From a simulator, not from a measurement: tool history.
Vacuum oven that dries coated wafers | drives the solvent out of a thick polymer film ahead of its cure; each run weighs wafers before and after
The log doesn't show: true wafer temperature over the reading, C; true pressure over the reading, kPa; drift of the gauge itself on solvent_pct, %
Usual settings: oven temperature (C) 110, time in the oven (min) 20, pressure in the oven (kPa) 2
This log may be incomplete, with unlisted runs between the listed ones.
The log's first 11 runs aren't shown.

| run | hour | oven temperature (C) | time in the oven (min) | pressure in the oven (kPa) | hours of work since the thermocouples were calibrated | hours of work since the vacuum gauge was cleaned of residue | solvent left in the film (%) |
|---|---|---|---|---|---|---|---|
| 12 | 916.2 | 110 | 20 | 2.04 | 280 | 1654 | 5.21 |
| 13 | 973.6 | 110 | 20 | 2.04 | 325 | 1700 | 5.18 |
| 14 | 1056.8 | 110 | 26 | 2 | 390 | 1765 | 3.7 |
| 15 | 1147.7 | 110 | 26 | 2 | 462 | 1837 | 3.77 |
|  | 1191.3 | vacuum gauge cleaned of residue and calibrated |
| 16 | 1237.5 | 110 | 26 | 2 | 531 | 36 | 3.73 |
| 17 | 1316.2 | 110 | 26 | 2 | 593 | 98 | 3.73 |
| 18 | 1414.1 | 110 | 26 | 2 | 670 | 175 | 3.74 |
| 19 | 1469.8 | 110 | 20 | 2 | 714 | 219 | 5.14 |
| 20 | 1585.7 | 110 | 20 | 2 | 805 | 310 | 5.16 |
| 21 | 1676.7 | 110 | 20 | 2 | 877 | 382 | 5.13 |
| 22 | 1766.9 | 110 | 20 | 2 | 948 | 453 | 5.19 |
|  | 1818.1 | oven's thermocouples calibrated |
| 23 | 1882.8 | 110 | 20 | 2 | 51 | 543 | 5.22 |
| 24 | 1958.9 | 110 | 35 | 1.04 | 111 | 602 | 1.97 |
| 25 | 2064.7 | 110 | 35 | 1.04 | 194 | 686 | 2 |
| 26 | 2145.2 | 97 | 14 | 4.88 | 257 | 749 | 11.95 |

For run 27, what comes out?
| 27 | 2219.1 | 105 | 14 | 2.86 | 316 | 807 | ? |

{"run 27": {"solvent left in the film (%)": 8.96}}
With no hidden state in the tool, this same run would have given solvent left in the film (%) 8.93.
